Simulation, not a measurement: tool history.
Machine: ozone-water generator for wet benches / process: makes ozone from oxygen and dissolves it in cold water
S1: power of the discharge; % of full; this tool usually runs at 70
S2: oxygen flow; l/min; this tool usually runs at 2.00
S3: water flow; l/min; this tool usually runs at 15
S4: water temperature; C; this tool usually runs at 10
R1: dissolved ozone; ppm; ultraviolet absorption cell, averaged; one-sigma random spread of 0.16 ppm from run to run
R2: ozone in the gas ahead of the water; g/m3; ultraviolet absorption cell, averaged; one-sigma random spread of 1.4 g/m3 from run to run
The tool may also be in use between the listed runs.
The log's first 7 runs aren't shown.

run      day  S1    S2  S3  S4    R1     R2
  8   30.667  70  2.00  15  10  21.3  255.1
  9   36.475  70  2.00  15  10  21.3  255.4
 10   40.354  70  2.00  15  10  21.0  257.1
 11   46.408  70  2.00  18  10  18.2  257.6
 12   50.304  70  2.00  18  10  18.1  258.2
      51.208  -- contactor cleaned
 13   56.512  70  2.00  18  10  18.0  257.5
      57.454  -- gauge calibrated
 14   62.017  70  2.00  15  10  21.0  251.4
 15   65.642  45  2.00  15  10  14.8  177.3
 16   69.121  70  2.00  11  10  27.2  252.3
 17   74.767  70  2.00  11  10  27.5  252.7
 18   78.225  70  2.00  11  10  27.2  255.0
 19   83.646  40  2.00  20  11  10.4  163.7
 20   87.154  63  2.00  15  15  18.5  233.2
 21   92.271  63  2.00  15  15  18.7  233.6
 22   98.062  41  2.00  13  16  14.9  167.4
 23  102.496  84  2.00  17  16  20.9  297.8
 24  107.704  84  2.00  17  16  20.9  296.1
 25  111.421  82  2.00  17  15  20.5  291.2
 26  115.283  82  2.00  17  15  20.7  292.2
 27  120.254  82  2.00  17  15  20.6  292.9
 28  122.883  82  2.00  17  15  20.7  293.2
 29  126.588  42  2.48  15  10  14.4  150.2
 30  131.421  89  1.01  15  10  22.8  487.0
 31  134.408  89  3.07  16  10  25.1  240.9
 32  137.183  54  2.76  11  11  22.0  173.6

Consider 3 possible next runs. They are alternatives, not a sequence: every one starts from the tool as it was left by run 32. What does each give?
     139.750  -- contactor cleaned
     140.246  -- gauge calibrated
  A  141.183  70  2.00  15   7   ?   ?
     139.750  -- contactor cleaned
     140.246  -- gauge calibrated
  B  141.183  54  2.76  11  11   ?   ?
     139.750  -- contactor cleaned
     140.246  -- gauge calibrated
  C  141.183  84  2.00  21  13   ?   ?

run    R1     R2
  A  21.7  249.8
  B  22.1  165.5
  C  17.7  291.1
Without the tool's unlogged condition, the same runs would have read:
run    R1     R2
  A  21.7  250.1
  B  22.2  165.6
  C  17.7  291.5

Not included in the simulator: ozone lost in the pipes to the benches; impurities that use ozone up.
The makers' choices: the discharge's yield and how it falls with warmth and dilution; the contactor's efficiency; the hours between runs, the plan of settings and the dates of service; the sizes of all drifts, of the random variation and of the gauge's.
